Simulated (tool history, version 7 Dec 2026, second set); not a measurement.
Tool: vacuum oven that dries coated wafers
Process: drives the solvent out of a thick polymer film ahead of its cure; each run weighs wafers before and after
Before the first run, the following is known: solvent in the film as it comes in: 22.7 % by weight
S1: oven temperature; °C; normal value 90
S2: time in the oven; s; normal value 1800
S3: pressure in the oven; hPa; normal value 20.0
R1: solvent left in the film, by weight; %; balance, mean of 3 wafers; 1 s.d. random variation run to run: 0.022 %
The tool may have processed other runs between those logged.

run 1 day=0.000 | S1=90 S2=1800 S3=20.0 | R1=3.94
run 2 day=1.308 | S1=90 S2=1800 S3=20.0 | R1=3.99
run 3 day=3.667 | S1=90 S2=1800 S3=20.0 | R1=3.94
run 4 day=4.667 | S1=90 S2=1800 S3=20.0 | R1=3.96
run 5 day=6.346 | S1=90 S2=1800 S3=20.0 | R1=4.01
run 6 day=7.446 | S1=90 S2=1800 S3=20.0 | R1=3.96
run 7 day=9.542 | S1=90 S2=1800 S3=21.9 | R1=4.10
run 8 day=10.642 | S1=90 S2=1800 S3=21.9 | R1=4.05
run 9 day=12.179 | S1=90 S2=1800 S3=21.9 | R1=4.03
run 10 day=13.504 | S1=90 S2=1800 S3=20.0 | R1=3.96
run 11 day=16.004 | S1=90 S2=1800 S3=20.0 | R1=3.97
run 12 day=17.704 | S1=92 S2=1800 S3=20.0 | R1=3.41
run 13 day=18.962 | S1=92 S2=1800 S3=20.0 | R1=3.41
run 14 day=20.708 | S1=105 S2=1800 S3=20.0 | R1=1.12
run 15 day=21.754 | S1=103 S2=1800 S3=20.0 | R1=1.33
run 16 day=23.171 | S1=103 S2=1800 S3=20.0 | R1=1.32
run 17 day=25.321 | S1=103 S2=1800 S3=20.0 | R1=1.32
run 18 day=27.546 | S1=103 S2=1800 S3=20.0 | R1=1.32
run 19 day=30.017 | S1=90 S2=1800 S3=12.7 | R1=3.62
run 20 day=31.208 | S1=90 S2=1800 S3=12.7 | R1=3.59
run 21 day=32.233 | S1=90 S2=1800 S3=12.7 | R1=3.63
run 22 day=33.538 | S1=76 S2=1800 S3=20.0 | R1=8.79
run 23 day=34.750 | S1=76 S2=1800 S3=20.0 | R1=8.74
run 24 day=36.683 | S1=76 S2=1800 S3=20.0 | R1=8.76
run 25 day=38.488 | S1=90 S2=1800 S3=12.3 | R1=3.59
run 26 day=40.767 | S1=78 S2=2400 S3=30.8 | R1=6.98
run 27 day=42.254 | S1=101 S2=1440 S3=20.0 | R1=2.25
run 28 day=43.954 | S1=90 S2=1800 S3=44.2 | R1=4.90
run 29 day=46.354 | S1=90 S2=1800 S3=75.2 | R1=6.25
run 30 day=47.908 | S1=85 S2=2460 S3=31.3 | R1=4.40
run 31 day=48.992 | S1=85 S2=2460 S3=64.5 | R1=6.12
run 32 day=50.621 | S1=90 S2=1800 S3=21.5 | R1=3.93
run 33 day=51.912 | S1=103 S2=2640 S3=17.4 | R1=0.81
run 34 day=53.504 | S1=90 S2=1800 S3=42.0 | R1=4.85
run 35 day=55.879 | S1=90 S2=1200 S3=48.7 | R1=7.32
run 36 day=58.075 | S1=77 S2=1380 S3=42.5 | R1=11.08
run 37 day=59.912 | S1=100 S2=2100 S3=19.7 | R1=1.36
run 38 day=61.704 | S1=90 S2=2340 S3=19.7 | R1=2.68
run 39 day=64.158 | S1=90 S2=2340 S3=19.7 | R1=2.74
run 40 day=66.288 | S1=91 S2=1740 S3=23.9 | R1=3.91
run 41 day=68.088 | S1=100 S2=960 S3=23.3 | R1=4.43
run 42 day=69.217 | S1=77 S2=3060 S3=23.3 | R1=5.46
run 43 day=71.250 | S1=90 S2=2220 S3=72.5 | R1=5.28
run 44 day=73.379 | S1=90 S2=1920 S3=47.1 | R1=4.72
run 45 day=75.850 | S1=85 S2=2580 S3=30.3 | R1=4.09
run 46 day=78.258 | S1=90 S2=1800 S3=68.9 | R1=5.90

Here are 4 independent what-if runs from the current tool condition. What would each one return?
run A day=79.654 | S1=90 S2=960 S3=12.0 | R1=?
run B day=79.654 | S1=95 S2=2820 S3=20.0 | R1=?
run C day=79.654 | S1=92 S2=1200 S3=23.9 | R1=?
run D day=79.654 | S1=90 S2=1200 S3=68.9 | R1=?

run=A R1=7.19
run=B R1=1.47
run=C R1=5.60
run=D R1=7.94
With the hidden condition removed and each run's random variation left untouched, the same runs would have given:
run=A R1=7.29
run=B R1=1.32
run=C R1=5.68
run=D R1=8.05

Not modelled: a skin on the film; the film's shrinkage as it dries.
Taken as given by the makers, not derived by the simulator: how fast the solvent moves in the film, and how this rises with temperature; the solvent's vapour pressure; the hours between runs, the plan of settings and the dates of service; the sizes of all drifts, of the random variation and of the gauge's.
